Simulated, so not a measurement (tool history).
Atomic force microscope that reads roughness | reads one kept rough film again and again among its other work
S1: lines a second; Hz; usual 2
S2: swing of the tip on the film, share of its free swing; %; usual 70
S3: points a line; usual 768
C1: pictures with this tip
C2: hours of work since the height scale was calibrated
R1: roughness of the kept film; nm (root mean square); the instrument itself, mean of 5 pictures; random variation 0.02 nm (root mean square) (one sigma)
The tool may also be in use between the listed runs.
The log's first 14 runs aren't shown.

Run 15, hour 230.6: usual settings but S3 469; C1 247; C2 28. Result: R1 4.58 nm (root mean square).
Run 16, hour 245.7: usual settings but S3 469; C1 262; C2 35. Result: R1 4.585 nm (root mean square).
At hour 265.8: height scale calibrated on a step standard, once more.
Run 17, hour 265.8: usual settings but S3 469; C1 280; C2 0. Result: R1 4.615 nm (root mean square).
At hour 271.9: new tip fitted.
Run 18, hour 279.8: usual settings but S3 469; C1 8; C2 6. Result: R1 4.921 nm (root mean square).
Run 19, hour 295.1: usual settings but S3 469; C1 22; C2 13. Result: R1 4.896 nm (root mean square).
Run 20, hour 318.9: usual settings but S3 469; C1 45; C2 24. Result: R1 4.883 nm (root mean square).
Run 21, hour 336.9: usual settings but S3 469; C1 62; C2 32. Result: R1 4.852 nm (root mean square).
Run 22, hour 354.7: usual settings but S1 3.19 Hz, S2 66 %, S3 417; C1 79; C2 40. Result: R1 4.718 nm (root mean square).
Run 23, hour 376.1: usual settings but S2 59 %, S3 404; C1 99; C2 50. Result: R1 5.066 nm (root mean square).
Run 24, hour 395.3: usual settings but S3 313; C1 117; C2 59. Result: R1 4.774 nm (root mean square).
Run 25, hour 415.6: usual settings but S1 3.54 Hz, S3 548; C1 137; C2 68. Result: R1 4.413 nm (root mean square).

The next listed run, before its measurement:
Run 26, hour 434.9: usual settings but S1 3.54 Hz, S3 548; C1 155; C2 77. Result: R1 ?.

R1: 4.375 nm (root mean square)
Without the tool's hidden state the same run would have given R1 4.567 nm (root mean square).
